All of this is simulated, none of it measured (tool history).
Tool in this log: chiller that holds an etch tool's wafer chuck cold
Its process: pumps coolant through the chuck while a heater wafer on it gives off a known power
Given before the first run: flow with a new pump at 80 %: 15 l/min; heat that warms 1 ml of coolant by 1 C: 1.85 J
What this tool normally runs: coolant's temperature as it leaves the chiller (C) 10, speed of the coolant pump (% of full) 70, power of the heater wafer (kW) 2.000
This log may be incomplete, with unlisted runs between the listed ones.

| run | hour | coolant's temperature as it leaves the chiller (C) | speed of the coolant pump (% of full) | power of the heater wafer (kW) | chuck's temperature once it has settled (C) | how much warmer the coolant comes back (C) |
|---|---|---|---|---|---|---|
| 1 | 0.0 | 10 | 70 | 2.000 | 29.5 | 4.99 |
| 2 | 127.8 | 10 | 70 | 2.000 | 29.5 | 4.94 |
| 3 | 237.4 | 10 | 70 | 2.000 | 29.5 | 4.95 |
| 4 | 348.2 | 10 | 70 | 2.000 | 29.4 | 4.87 |
| 5 | 470.8 | 10 | 70 | 1.354 | 23.3 | 3.31 |
| 6 | 597.9 | 10 | 70 | 1.354 | 23.2 | 3.34 |
| 7 | 729.8 | 7 | 70 | 2.000 | 26.4 | 4.87 |
| 8 | 852.7 | 7 | 70 | 2.000 | 26.5 | 4.88 |
| 9 | 988.0 | 10 | 70 | 2.872 | 38.0 | 7.05 |
| 10 | 1144.5 | 10 | 70 | 2.580 | 35.2 | 6.32 |
| 11 | 1233.1 | 10 | 70 | 2.580 | 35.1 | 6.32 |
| 12 | 1349.0 | 10 | 77 | 2.000 | 28.2 | 4.36 |
| 13 | 1499.7 | 10 | 65 | 2.000 | 30.8 | 5.20 |
| 14 | 1599.0 | 10 | 89 | 2.000 | 26.0 | 3.72 |
|  | 1636.5 | coolant pump overhauled |
| 15 | 1701.1 | 10 | 89 | 2.000 | 25.9 | 3.69 |
| 16 | 1873.8 | 10 | 79 | 2.000 | 27.6 | 4.19 |
| 17 | 2035.0 | 8 | 70 | 1.157 | 19.2 | 2.69 |
| 18 | 2171.5 | 3 | 99 | 1.543 | 14.3 | 2.49 |
| 19 | 2267.4 | 4 | 83 | 1.543 | 17.0 | 2.98 |
| 20 | 2372.0 | 4 | 83 | 1.543 | 16.9 | 2.99 |
| 21 | 2480.4 | 4 | 83 | 1.543 | 16.9 | 2.97 |
| 22 | 2645.4 | 4 | 83 | 1.543 | 17.0 | 2.96 |
| 23 | 2752.4 | 18 | 91 | 1.930 | 33.2 | 3.40 |
| 24 | 2883.9 | 10 | 77 | 1.360 | 22.3 | 2.80 |
| 25 | 2997.7 | 4 | 78 | 1.360 | 16.1 | 2.79 |
| 26 | 3112.7 | 4 | 78 | 1.360 | 16.2 | 2.69 |
|  | 3167.1 | chiller's thermometer calibrated |
| 27 | 3215.1 | 10 | 96 | 2.425 | 28.2 | 4.02 |
|  | 3319.2 | coolant changed, channels flushed |
| 28 | 3337.5 | 8 | 70 | 2.425 | 31.5 | 5.67 |
| 29 | 3473.9 | 8 | 70 | 2.425 | 31.7 | 5.67 |
| 30 | 3607.8 | 8 | 70 | 2.425 | 31.7 | 5.64 |
| 31 | 3774.8 | 8 | 70 | 1.858 | 26.0 | 4.22 |

What if the next run were any one of these 4? Each begins from the tool's condition after run 31:
| A | 3876.9 | 18 | 70 | 2.000 | ? | ? |
| B | 3876.9 | 8 | 70 | 1.052 | ? | ? |
| C | 3876.9 | 15 | 70 | 2.000 | ? | ? |
| D | 3876.9 | 8 | 68 | 1.858 | ? | ? |

| run | chuck's temperature once it has settled (C) | how much warmer the coolant comes back (C) |
|---|---|---|
| A | 37.5 | 4.61 |
| B | 18.1 | 2.25 |
| C | 34.3 | 4.61 |
| D | 26.5 | 4.40 |
What these runs would have given with no unlogged condition in the tool:
| run | chuck's temperature once it has settled (C) | how much warmer the coolant comes back (C) |
|---|---|---|
| A | 37.5 | 4.99 |
| B | 18.1 | 2.63 |
| C | 34.3 | 4.99 |
| D | 26.5 | 4.78 |
